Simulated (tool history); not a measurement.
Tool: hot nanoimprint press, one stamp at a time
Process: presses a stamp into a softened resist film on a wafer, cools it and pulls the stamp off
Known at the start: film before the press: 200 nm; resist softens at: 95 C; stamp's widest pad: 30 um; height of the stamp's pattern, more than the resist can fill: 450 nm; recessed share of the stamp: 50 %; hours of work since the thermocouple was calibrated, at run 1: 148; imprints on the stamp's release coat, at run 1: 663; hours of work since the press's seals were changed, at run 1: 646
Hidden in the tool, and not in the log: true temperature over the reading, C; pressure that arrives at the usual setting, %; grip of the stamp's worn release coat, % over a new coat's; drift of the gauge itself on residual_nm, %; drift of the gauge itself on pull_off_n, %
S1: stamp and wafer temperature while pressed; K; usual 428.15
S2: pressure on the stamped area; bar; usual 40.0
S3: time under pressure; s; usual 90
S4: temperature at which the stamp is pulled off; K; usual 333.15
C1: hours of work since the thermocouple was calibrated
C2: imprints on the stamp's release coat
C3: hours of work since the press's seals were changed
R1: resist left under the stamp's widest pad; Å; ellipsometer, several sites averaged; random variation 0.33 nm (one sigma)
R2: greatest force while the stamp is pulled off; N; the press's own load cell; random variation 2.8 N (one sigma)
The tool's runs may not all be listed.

{"run": 1, "hour": 0.0, "S1": 428.15, "S2": 40.0, "S3": 90, "S4": 333.15, "C1": 148, "C2": 663, "C3": 646, "R1": 1007, "R2": 218}
{"run": 2, "hour": 21.5, "S1": 428.15, "S2": 40.0, "S3": 90, "S4": 333.15, "C1": 164, "C2": 718, "C3": 663, "R1": 1010, "R2": 221}
{"run": 3, "hour": 42.8, "S1": 428.15, "S2": 43.8, "S3": 90, "S4": 333.15, "C1": 180, "C2": 772, "C3": 679, "R1": 970, "R2": 218}
{"run": 4, "hour": 78.9, "S1": 428.15, "S2": 40.0, "S3": 90, "S4": 333.15, "C1": 208, "C2": 864, "C3": 707, "R1": 1008, "R2": 222}
{"run": 5, "hour": 97.6, "S1": 428.15, "S2": 40.0, "S3": 90, "S4": 333.15, "C1": 222, "C2": 912, "C3": 721, "R1": 1008, "R2": 222}
{"hour": 113.4, "done": "stamp cleaned and given a new release coat"}
{"hour": 121.4, "done": "press's hydraulic seals changed and the load cell set to zero"}
{"run": 6, "hour": 131.1, "S1": 428.15, "S2": 40.0, "S3": 90, "S4": 333.15, "C1": 237, "C2": 25, "C3": 7, "R1": 1006, "R2": 217}
{"run": 7, "hour": 161.3, "S1": 428.15, "S2": 40.0, "S3": 90, "S4": 333.15, "C1": 260, "C2": 102, "C3": 30, "R1": 1009, "R2": 212}
{"run": 8, "hour": 191.3, "S1": 428.15, "S2": 40.0, "S3": 90, "S4": 333.15, "C1": 283, "C2": 178, "C3": 53, "R1": 1011, "R2": 217}
{"run": 9, "hour": 220.2, "S1": 428.15, "S2": 40.0, "S3": 90, "S4": 333.15, "C1": 305, "C2": 252, "C3": 76, "R1": 1011, "R2": 221}
{"run": 10, "hour": 245.5, "S1": 428.15, "S2": 40.0, "S3": 90, "S4": 333.15, "C1": 324, "C2": 316, "C3": 95, "R1": 1017, "R2": 218}
{"run": 11, "hour": 273.7, "S1": 428.15, "S2": 40.0, "S3": 110, "S4": 333.15, "C1": 346, "C2": 388, "C3": 116, "R1": 942, "R2": 217}
{"run": 12, "hour": 300.2, "S1": 428.15, "S2": 40.0, "S3": 146, "S4": 333.15, "C1": 366, "C2": 456, "C3": 137, "R1": 846, "R2": 219}
{"run": 13, "hour": 316.3, "S1": 418.15, "S2": 35.5, "S3": 90, "S4": 336.15, "C1": 379, "C2": 497, "C3": 149, "R1": 1555, "R2": 214}
{"hour": 341.8, "done": "plate thermocouple calibrated"}
{"run": 14, "hour": 355.9, "S1": 418.15, "S2": 35.5, "S3": 90, "S4": 336.15, "C1": 11, "C2": 590, "C3": 177, "R1": 1564, "R2": 215}
{"run": 15, "hour": 374.1, "S1": 418.15, "S2": 35.5, "S3": 90, "S4": 336.15, "C1": 25, "C2": 637, "C3": 191, "R1": 1570, "R2": 218}
{"run": 16, "hour": 390.4, "S1": 418.15, "S2": 24.6, "S3": 50, "S4": 319.15, "C1": 37, "C2": 678, "C3": 203, "R1": 1799, "R2": 239}
{"run": 17, "hour": 416.0, "S1": 428.15, "S2": 40.0, "S3": 90, "S4": 327.15, "C1": 57, "C2": 744, "C3": 223, "R1": 1018, "R2": 227}
{"run": 18, "hour": 443.4, "S1": 434.15, "S2": 58.8, "S3": 140, "S4": 341.15, "C1": 78, "C2": 813, "C3": 244, "R1": 527, "R2": 206}
{"run": 19, "hour": 460.3, "S1": 418.15, "S2": 30.6, "S3": 102, "S4": 322.15, "C1": 91, "C2": 856, "C3": 257, "R1": 1565, "R2": 240}
{"hour": 497.0, "done": "stamp cleaned and given a new release coat"}
{"run": 20, "hour": 500.9, "S1": 418.15, "S2": 30.6, "S3": 102, "S4": 322.15, "C1": 117, "C2": 10, "C3": 283, "R1": 1569, "R2": 232}
{"run": 21, "hour": 523.3, "S1": 434.15, "S2": 47.8, "S3": 90, "S4": 340.15, "C1": 134, "C2": 67, "C3": 300, "R1": 710, "R2": 207}
{"run": 22, "hour": 538.5, "S1": 434.15, "S2": 47.8, "S3": 90, "S4": 340.15, "C1": 146, "C2": 106, "C3": 312, "R1": 709, "R2": 205}
{"run": 23, "hour": 562.2, "S1": 427.15, "S2": 40.0, "S3": 62, "S4": 333.15, "C1": 164, "C2": 166, "C3": 330, "R1": 1204, "R2": 214}

Forecast each of these 3 alternatives for the next run:
{"run": "A", "hour": 599.0, "S1": 428.15, "S2": 40.0, "S3": 90, "S4": 325.15, "C1": 192, "C2": 260, "C3": 358, "R1": "?", "R2": "?"}
{"run": "B", "hour": 599.0, "S1": 439.15, "S2": 39.5, "S3": 90, "S4": 333.15, "C1": 192, "C2": 260, "C3": 358, "R1": "?", "R2": "?"}
{"run": "C", "hour": 599.0, "S1": 434.15, "S2": 37.3, "S3": 156, "S4": 333.15, "C1": 192, "C2": 260, "C3": 358, "R1": "?", "R2": "?"}

run=A R1=1023 R2=231
run=B R1=617 R2=219
run=C R1=630 R2=219
Without the tool's hidden state the same runs would have given:
run=A R1=1013 R2=231
run=B R1=611 R2=219
run=C R1=624 R2=218
